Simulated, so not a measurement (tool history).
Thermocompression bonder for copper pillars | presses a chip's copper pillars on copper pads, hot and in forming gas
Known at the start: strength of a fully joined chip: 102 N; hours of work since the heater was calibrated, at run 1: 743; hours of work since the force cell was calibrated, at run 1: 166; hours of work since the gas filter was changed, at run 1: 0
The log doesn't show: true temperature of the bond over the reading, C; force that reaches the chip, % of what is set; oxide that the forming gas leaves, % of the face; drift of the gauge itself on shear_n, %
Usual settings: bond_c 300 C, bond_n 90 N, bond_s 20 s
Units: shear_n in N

| run | hour | bond_c | bond_n | bond_s | hours of work since the heater was calibrated | hours of work since the force cell was calibrated | hours of work since the gas filter was changed | shear_n |
|---|---|---|---|---|---|---|---|---|
| 1 | 0.0 | 300 | 90 | 20 | 743 | 166 | 0 | 40.3 |
| 2 | 15.9 | 300 | 90 | 20 | 755 | 178 | 12 | 39.9 |
| 3 | 25.2 | 300 | 90 | 20 | 762 | 185 | 19 | 40.0 |
| 4 | 40.8 | 300 | 90 | 20 | 773 | 196 | 30 | 40.1 |
| 5 | 52.8 | 300 | 58 | 20 | 782 | 205 | 39 | 28.1 |
| 6 | 69.5 | 300 | 58 | 20 | 794 | 218 | 51 | 28.2 |
| 7 | 77.8 | 300 | 58 | 20 | 800 | 224 | 57 | 28.2 |
| 8 | 88.3 | 308 | 58 | 20 | 808 | 231 | 65 | 31.6 |
| 9 | 99.3 | 300 | 90 | 20 | 816 | 240 | 73 | 40.2 |
| 10 | 106.9 | 300 | 90 | 20 | 822 | 245 | 79 | 39.9 |
| 11 | 123.4 | 300 | 90 | 20 | 834 | 257 | 91 | 39.8 |
| 12 | 138.6 | 300 | 124 | 20 | 845 | 269 | 102 | 49.8 |
| 13 | 146.1 | 300 | 124 | 20 | 851 | 274 | 108 | 49.7 |

Forecast run 14:
| 14 | 158.2 | 300 | 124 | 20 | 860 | 283 | 117 | ? |

shear_n: 50.1 N
Without the tool's hidden state the same run would have given shear_n 50.8 N.
